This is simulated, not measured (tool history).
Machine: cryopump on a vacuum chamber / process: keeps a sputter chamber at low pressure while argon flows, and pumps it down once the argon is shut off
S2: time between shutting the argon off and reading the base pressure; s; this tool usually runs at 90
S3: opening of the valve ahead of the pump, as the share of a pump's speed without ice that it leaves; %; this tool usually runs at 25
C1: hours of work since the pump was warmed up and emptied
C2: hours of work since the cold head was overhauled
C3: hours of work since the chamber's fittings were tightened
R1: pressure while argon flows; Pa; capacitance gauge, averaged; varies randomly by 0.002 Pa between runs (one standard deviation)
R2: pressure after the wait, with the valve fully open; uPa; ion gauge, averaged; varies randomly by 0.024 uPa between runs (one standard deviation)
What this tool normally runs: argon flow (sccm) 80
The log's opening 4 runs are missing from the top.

{"run": 5, "hour": 107.8, "argon flow (sccm)": 80, "S2": 90, "S3": 25, "C1": 728, "C2": 728, "C3": 2022, "R1": 0.5289, "R2": 2.02}
{"run": 6, "hour": 130.0, "argon flow (sccm)": 80, "S2": 90, "S3": 25, "C1": 747, "C2": 747, "C3": 2041, "R1": 0.5274, "R2": 2.05}
{"run": 7, "hour": 150.4, "argon flow (sccm)": 80, "S2": 90, "S3": 25, "C1": 765, "C2": 765, "C3": 2059, "R1": 0.5275, "R2": 2.12}
{"run": 8, "hour": 186.0, "argon flow (sccm)": 80, "S2": 90, "S3": 25, "C1": 795, "C2": 795, "C3": 2089, "R1": 0.5314, "R2": 2.18}
{"run": 9, "hour": 218.1, "argon flow (sccm)": 80, "S2": 90, "S3": 25, "C1": 823, "C2": 823, "C3": 2117, "R1": 0.5284, "R2": 2.14}
{"run": 10, "hour": 261.3, "argon flow (sccm)": 80, "S2": 90, "S3": 25, "C1": 860, "C2": 860, "C3": 2154, "R1": 0.537, "R2": 2.2}
{"run": 11, "hour": 288.8, "argon flow (sccm)": 80, "S2": 90, "S3": 25, "C1": 884, "C2": 884, "C3": 2178, "R1": 0.5356, "R2": 2.32}
{"run": 12, "hour": 318.9, "argon flow (sccm)": 80, "S2": 90, "S3": 25, "C1": 910, "C2": 910, "C3": 2204, "R1": 0.5372, "R2": 2.21}
{"hour": 337.1, "done": "pump warmed up, emptied and cooled again"}
{"run": 13, "hour": 353.7, "argon flow (sccm)": 80, "S2": 90, "S3": 25, "C1": 14, "C2": 935, "C3": 2229, "R1": 0.4987, "R2": 1.89}
{"run": 14, "hour": 381.6, "argon flow (sccm)": 80, "S2": 90, "S3": 25, "C1": 38, "C2": 959, "C3": 2253, "R1": 0.4981, "R2": 1.89}
{"run": 15, "hour": 414.1, "argon flow (sccm)": 33, "S2": 90, "S3": 25, "C1": 66, "C2": 987, "C3": 2281, "R1": 0.2058, "R2": 1.88}
{"run": 16, "hour": 447.6, "argon flow (sccm)": 33, "S2": 90, "S3": 25, "C1": 95, "C2": 1016, "C3": 2310, "R1": 0.2072, "R2": 1.98}
{"run": 17, "hour": 480.4, "argon flow (sccm)": 80, "S2": 90, "S3": 16, "C1": 123, "C2": 1044, "C3": 2338, "R1": 0.7825, "R2": 1.95}
{"run": 18, "hour": 503.9, "argon flow (sccm)": 80, "S2": 90, "S3": 27, "C1": 144, "C2": 1065, "C3": 2359, "R1": 0.4644, "R2": 2}
{"run": 19, "hour": 525.1, "argon flow (sccm)": 80, "S2": 22, "S3": 37, "C1": 162, "C2": 1083, "C3": 2377, "R1": 0.3432, "R2": 3.81}
{"run": 20, "hour": 545.3, "argon flow (sccm)": 80, "S2": 59, "S3": 50, "C1": 179, "C2": 1100, "C3": 2394, "R1": 0.2567, "R2": 2.3}
{"run": 21, "hour": 572.2, "argon flow (sccm)": 80, "S2": 59, "S3": 50, "C1": 202, "C2": 1124, "C3": 2417, "R1": 0.2573, "R2": 2.37}
{"run": 22, "hour": 593.4, "argon flow (sccm)": 144, "S2": 32, "S3": 25, "C1": 221, "C2": 1142, "C3": 2436, "R1": 0.9154, "R2": 3.09}
{"run": 23, "hour": 612.2, "argon flow (sccm)": 144, "S2": 32, "S3": 25, "C1": 237, "C2": 1158, "C3": 2452, "R1": 0.9089, "R2": 3.07}
{"run": 24, "hour": 639.1, "argon flow (sccm)": 88, "S2": 25, "S3": 44, "C1": 260, "C2": 1181, "C3": 2475, "R1": 0.322, "R2": 3.58}
{"run": 25, "hour": 675.6, "argon flow (sccm)": 74, "S2": 106, "S3": 44, "C1": 291, "C2": 1213, "C3": 2506, "R1": 0.2723, "R2": 2}

Expected results for the next run?
{"run": 26, "hour": 702.4, "argon flow (sccm)": 110, "S2": 22, "S3": 47, "C1": 314, "C2": 1236, "C3": 2529, "R1": "?", "R2": "?"}

Run 26 gave R1 0.3832 Pa, R2 3.82 uPa.
Without the tool's hidden state the same run would have given R1 0.3637 Pa, R2 2.51 uPa.
